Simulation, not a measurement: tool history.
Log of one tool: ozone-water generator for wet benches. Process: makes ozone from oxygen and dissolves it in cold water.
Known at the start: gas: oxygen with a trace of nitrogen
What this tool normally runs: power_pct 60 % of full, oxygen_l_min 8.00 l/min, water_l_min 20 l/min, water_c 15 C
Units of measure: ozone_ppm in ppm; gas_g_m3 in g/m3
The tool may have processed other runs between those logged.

run,hour,power_pct,oxygen_l_min,water_l_min,water_c,ozone_ppm,gas_g_m3
1,0.0,60,8.00,20,15,26.8,169.8
2,48.2,60,8.00,20,15,27.1,169.3
3,123.8,94,8.00,20,15,39.8,249.0
4,213.0,94,8.00,20,15,39.9,249.5
5,304.8,60,8.00,20,15,27.1,167.4
6,389.3,60,8.00,20,15,27.2,166.2
7,445.0,60,8.00,20,15,27.4,166.4
8,511.1,60,10.11,20,15,25.9,145.7
9,617.7,86,8.00,20,15,37.1,226.4
10,668.8,60,8.00,20,15,27.2,165.2
11,746.9,60,8.00,20,15,27.1,163.5
12,819.6,60,8.00,20,15,27.2,164.5
13,895.0,60,8.00,20,15,27.1,164.3
14,1002.2,60,8.00,20,15,26.8,168.7
15,1100.1,60,8.00,20,15,27.0,166.2
16,1185.3,60,8.00,20,15,27.0,167.8
17,1261.9,60,8.00,20,15,27.2,167.0
18,1349.6,67,8.00,20,15,29.8,183.1
19,1398.8,85,11.50,28,15,27.5,183.1
20,1455.0,41,5.43,28,15,15.0,149.7
21,1565.9,41,5.43,27,15,15.5,147.2
22,1611.1,53,11.28,20,15,23.2,121.5
23,1665.2,53,11.28,20,15,23.0,119.3
24,1724.6,53,11.28,20,15,22.8,120.2
25,1836.0,51,11.28,12,12,31.0,115.2
26,1890.1,76,11.28,12,11,44.7,164.5
27,1967.2,44,8.66,18,15,21.7,118.5
28,2023.3,45,10.77,21,13,20.3,111.3
29,2121.0,49,8.00,20,10,24.4,140.2
30,2230.0,60,5.52,23,15,24.6,209.4
31,2278.1,60,5.52,23,15,24.7,207.1
32,2337.4,60,12.57,23,10,25.2,127.7

Withheld: 4 entries from between the runs. Position of each, and hidden state at the listed run before versus the listed run after:
Logged between run 3 and run 4: contactor cleaned (hour 167.7)
  contactor's efficiency, % of a clean one's: 99.5 -> 100; drift of the gauge itself on gas_g_m3, %: -0.39 -> -0.67
  measured value less the no-hidden-state value, gas_g_m3: -1.4 -> -2.1 g/m3
Logged between run 13 and run 14: gauge calibrated (hour 933.6)
  drift of the gauge itself on gas_g_m3, %: -2.84 -> -0.22
  measured value less the no-hidden-state value, gas_g_m3: -5.0 -> -0.6 g/m3
Logged between run 27 and run 28: gauge calibrated (hour 1991.1)
  drift of the gauge itself on gas_g_m3, %: -3.29 -> -0.1
  measured value less the no-hidden-state value, gas_g_m3: -4.2 -> -0.2 g/m3
Logged between run 28 and run 29: water thermometer calibrated (hour 2100.0)
  true water temperature over the reading, C: 0.01 -> 0; drift of the gauge itself on gas_g_m3, %: -0.1 -> -0.41
  measured value less the no-hidden-state value, gas_g_m3: -0.2 -> -0.7 g/m3
